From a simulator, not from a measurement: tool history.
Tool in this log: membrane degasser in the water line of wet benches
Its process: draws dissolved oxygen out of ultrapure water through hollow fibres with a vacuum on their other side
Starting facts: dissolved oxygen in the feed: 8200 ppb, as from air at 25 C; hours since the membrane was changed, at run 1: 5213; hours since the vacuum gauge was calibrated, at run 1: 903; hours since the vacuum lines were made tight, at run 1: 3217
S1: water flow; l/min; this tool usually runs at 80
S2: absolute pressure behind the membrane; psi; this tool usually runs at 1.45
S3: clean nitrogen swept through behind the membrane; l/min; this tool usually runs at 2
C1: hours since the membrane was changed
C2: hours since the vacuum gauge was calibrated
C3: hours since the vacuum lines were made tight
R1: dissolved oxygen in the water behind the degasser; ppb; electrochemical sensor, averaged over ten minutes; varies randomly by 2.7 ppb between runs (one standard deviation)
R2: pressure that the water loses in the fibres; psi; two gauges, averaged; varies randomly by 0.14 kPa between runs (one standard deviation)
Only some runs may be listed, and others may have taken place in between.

run,day,S1,S2,S3,C1,C2,C3,R1,R2
1,0,80,1.45,2,5213,903,3217,565.7,5.475
2,7.483,80,1.45,2,5392,1082,3397,564.4,5.497
3,14.204,80,1.45,2,5554,1244,3558,568.6,5.542
4,18.775,55,1.45,2,5663,1353,3668,395.3,3.771
5,26.621,80,1.45,2,5851,1541,3856,573.5,5.519
6,30.838,84,1.45,2,5953,1643,3957,602.8,5.806
7,34.762,84,1.45,2,6047,1737,4052,601.4,5.806
8,42.9,80,1.45,2,6242,1932,4247,571,5.53
9,51.192,80,1.45,2,6441,2131,4446,575.5,5.484
10,59.633,80,1.45,2,6644,2334,4648,581.3,5.516
11,64.621,80,1.45,2,6763,2453,4768,578,5.494
12,71.625,80,1.45,2,6932,2622,4936,583.3,5.519
13,79.204,80,1.45,1.17,7113,2803,5118,829.5,5.581
14,87.854,80,1.45,1.17,7321,3011,5326,830.7,5.545
15,95.312,80,1.45,5.76,7500,3190,5505,270.3,5.527
16,103.962,80,1.45,5.76,7708,3398,5712,273.2,5.578
17,109.304,56,1.45,2.21,7836,3526,5841,384.5,3.899
18,117.062,56,1.45,2.21,8022,3712,6027,386.2,3.929
19,123.733,56,1.45,2.21,8182,3872,6187,385.4,3.913
20,130.271,56,1.45,2.21,8339,4029,6344,389.8,3.878
21,138.438,56,1.84,2.21,8535,4225,6540,522.8,3.919
22,144.225,56,1.84,2.21,8674,4364,6679,526.5,3.916
23,151.596,56,1.84,2.21,8851,4541,6856,530.6,3.939
24,155.367,56,1.84,2.21,8941,4631,6946,525.3,3.935
25,160.679,56,1.84,2.21,9069,4759,7074,529.7,3.919
# day 166.342: seals of the vacuum lines changed
26,168.233,52,1.45,2,9248,4938,45,394.4,3.667
27,176.862,52,1.45,2,9455,5145,253,398.3,3.675
28,183.4,52,1.45,5.42,9612,5302,409,171,3.684

For run 29, what comes out?
29,187.921,60,2.39,2.74,9721,5411,518,?,?

Run 29 yielded R1 633 ppb, R2 4.274 psi.
Without the tool's hidden state the same run would have given R1 609.1 ppb, R2 4.016 psi.
